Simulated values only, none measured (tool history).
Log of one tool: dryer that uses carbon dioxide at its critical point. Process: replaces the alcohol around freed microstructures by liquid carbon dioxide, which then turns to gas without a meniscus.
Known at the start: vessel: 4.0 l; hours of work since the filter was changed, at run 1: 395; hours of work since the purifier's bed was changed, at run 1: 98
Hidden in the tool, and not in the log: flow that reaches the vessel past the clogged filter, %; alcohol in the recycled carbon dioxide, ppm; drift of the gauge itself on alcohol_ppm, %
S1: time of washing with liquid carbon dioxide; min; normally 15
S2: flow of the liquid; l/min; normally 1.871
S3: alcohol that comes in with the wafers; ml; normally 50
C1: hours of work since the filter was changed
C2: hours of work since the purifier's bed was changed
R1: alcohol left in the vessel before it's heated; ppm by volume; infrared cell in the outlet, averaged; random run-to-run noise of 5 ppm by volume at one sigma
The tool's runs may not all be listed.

run 1 day=0 | S1=15 S2=1.871 S3=50 | C1=395 C2=98 | R1=53
run 2 day=0.7 | S1=15 S2=1.871 S3=50 | C1=400 C2=104 | R1=64
run 3 day=1.288 | S1=15 S2=1.64 S3=50 | C1=405 C2=108 | R1=104
run 4 day=2.233 | S1=15 S2=1.64 S3=50 | C1=412 C2=115 | R1=111
run 5 day=2.742 | S1=15 S2=1.64 S3=50 | C1=416 C2=119 | R1=111
run 6 day=3.796 | S1=15 S2=1.64 S3=50 | C1=424 C2=127 | R1=103
run 7 day=4.9 | S1=15 S2=1.871 S3=35 | C1=432 C2=135 | R1=53
run 8 day=5.546 | S1=15 S2=1.871 S3=35 | C1=437 C2=140 | R1=62
run 9 day=6.088 | S1=15 S2=1.871 S3=35 | C1=441 C2=144 | R1=71
run 10 day=6.796 | S1=15 S2=1.871 S3=35 | C1=446 C2=150 | R1=62
run 11 day=7.75 | S1=15 S2=1.871 S3=63 | C1=454 C2=157 | R1=89
run 12 day=8.908 | S1=15 S2=1.871 S3=63 | C1=462 C2=166 | R1=85
run 13 day=9.525 | S1=15 S2=1.871 S3=63 | C1=467 C2=170 | R1=96
-- day=9.762 inlet filter changed
run 14 day=10.742 | S1=15 S2=1.871 S3=63 | C1=7 C2=179 | R1=70
run 15 day=11.467 | S1=15 S2=1.871 S3=63 | C1=13 C2=185 | R1=68
run 16 day=12.279 | S1=15 S2=1.871 S3=63 | C1=19 C2=191 | R1=72
run 17 day=13.262 | S1=15 S2=1.871 S3=63 | C1=27 C2=199 | R1=74
run 18 day=14.204 | S1=15 S2=1.871 S3=63 | C1=34 C2=206 | R1=77
run 19 day=14.871 | S1=12 S2=1.61 S3=41 | C1=39 C2=211 | R1=180
run 20 day=15.533 | S1=10 S2=2.73 S3=22 | C1=44 C2=216 | R1=63
run 21 day=16.521 | S1=10 S2=2.73 S3=22 | C1=51 C2=223 | R1=53
run 22 day=17.625 | S1=10 S2=2.73 S3=22 | C1=60 C2=232 | R1=57
run 23 day=18.492 | S1=13 S2=3.05 S3=87 | C1=66 C2=238 | R1=56
run 24 day=19.179 | S1=13 S2=2.85 S3=48 | C1=71 C2=243 | R1=49
run 25 day=20.15 | S1=12 S2=2.61 S3=42 | C1=79 C2=251 | R1=62
run 26 day=21.229 | S1=16 S2=1.89 S3=113 | C1=87 C2=259 | R1=86
run 27 day=22.05 | S1=16 S2=1.89 S3=113 | C1=93 C2=265 | R1=88
run 28 day=22.625 | S1=16 S2=1.89 S3=113 | C1=98 C2=270 | R1=88
run 29 day=23.288 | S1=10 S2=1.58 S3=96 | C1=103 C2=275 | R1=809
run 30 day=23.979 | S1=15 S2=1.871 S3=23 | C1=108 C2=280 | R1=68

Below, some changes in R1 between adjacent runs. For each, the amount present without the hidden state too (settings, incoming material, random variation) and the amount remaining for the hidden state with gauge scatter not shared by both compared results:
Run 13 -> 14: inlet filter changed. R1 -26 ppm by volume: hidden state -22, all else -4.
Run 19 -> 20: S1 12 -> 10, S2 1.61 -> 2.73, S3 41 -> 22. R1 -117 ppm by volume: hidden state -8, all else -109.
Run 28 -> 29: S1 16 -> 10, S2 1.89 -> 1.58, S3 113 -> 96. R1 +721 ppm by volume: hidden state +72, all else +649.
Run 29 -> 30: S1 10 -> 15, S2 1.58 -> 1.871, S3 96 -> 23. R1 -741 ppm by volume: hidden state -75, all else -666.
